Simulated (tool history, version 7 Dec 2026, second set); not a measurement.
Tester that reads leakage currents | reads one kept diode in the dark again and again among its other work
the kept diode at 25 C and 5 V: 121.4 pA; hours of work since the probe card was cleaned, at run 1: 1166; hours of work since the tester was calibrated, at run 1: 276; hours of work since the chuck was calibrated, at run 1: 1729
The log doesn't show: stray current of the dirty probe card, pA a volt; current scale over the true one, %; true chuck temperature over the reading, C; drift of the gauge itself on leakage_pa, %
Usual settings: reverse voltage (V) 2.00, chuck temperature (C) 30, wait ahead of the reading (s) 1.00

run	day	reverse voltage (V)	chuck temperature (C)	wait ahead of the reading (s)	hours of work since the probe card was cleaned	hours of work since the tester was calibrated	hours of work since the chuck was calibrated	current that the tester gives (pA)
1	0.000	2.00	30	1.00	1166	276	1729	126.25
2	4.100	2.00	30	1.00	1243	353	1805	126.16
3	11.317	2.00	30	1.00	1377	487	1940	126.76
4	16.812	2.00	30	1.00	1480	590	2042	127.01
# day 18.708: probe card cleaned and baked
5	23.354	2.00	30	7.20	87	710	2162	126.53
# day 24.812: chuck's temperature calibrated
6	29.779	2.00	30	7.20	205	828	93	126.52
7	36.862	2.00	30	1.00	337	960	225	126.43
8	42.746	2.00	30	1.00	447	1070	334	126.41
9	45.712	2.00	41	1.00	502	1125	390	292.49
10	50.596	2.00	30	2.40	593	1216	481	126.59
11	56.267	4.77	34	2.40	699	1322	587	244.98
12	61.133	4.77	34	2.40	790	1413	677	244.44
13	65.096	1.44	36	2.40	864	1487	751	177.63
14	68.088	1.10	23	2.97	919	1542	807	56.69
15	74.212	1.92	20	0.53	1034	1657	921	55.58
16	79.512	2.99	24	0.84	1133	1755	1020	92.92
17	86.325	2.99	24	0.84	1260	1883	1147	91.92
18	89.479	3.78	22	0.84	1319	1941	1206	86.64
19	96.125	6.12	24	0.77	1442	2065	1330	124.14

4 ways to go on from here, each from the tool as it stands after run 19. What would each give?
# day 100.071: probe card cleaned and baked
A	102.929	9.88	28	0.77	53	2190	1455	?
# day 100.071: probe card cleaned and baked
B	102.929	6.12	37	0.77	53	2190	1455	?
# day 100.071: probe card cleaned and baked
C	102.929	3.18	38	0.72	53	2190	1455	?
# day 100.071: probe card cleaned and baked
D	102.929	2.00	30	0.43	53	2190	1455	?

run	current that the tester gives (pA)
A	207.26
B	342.28
C	282.82
D	127.18
Without the tool's hidden state the same runs would have given:
run	current that the tester gives (pA)
A	207.35
B	342.42
C	282.94
D	127.23
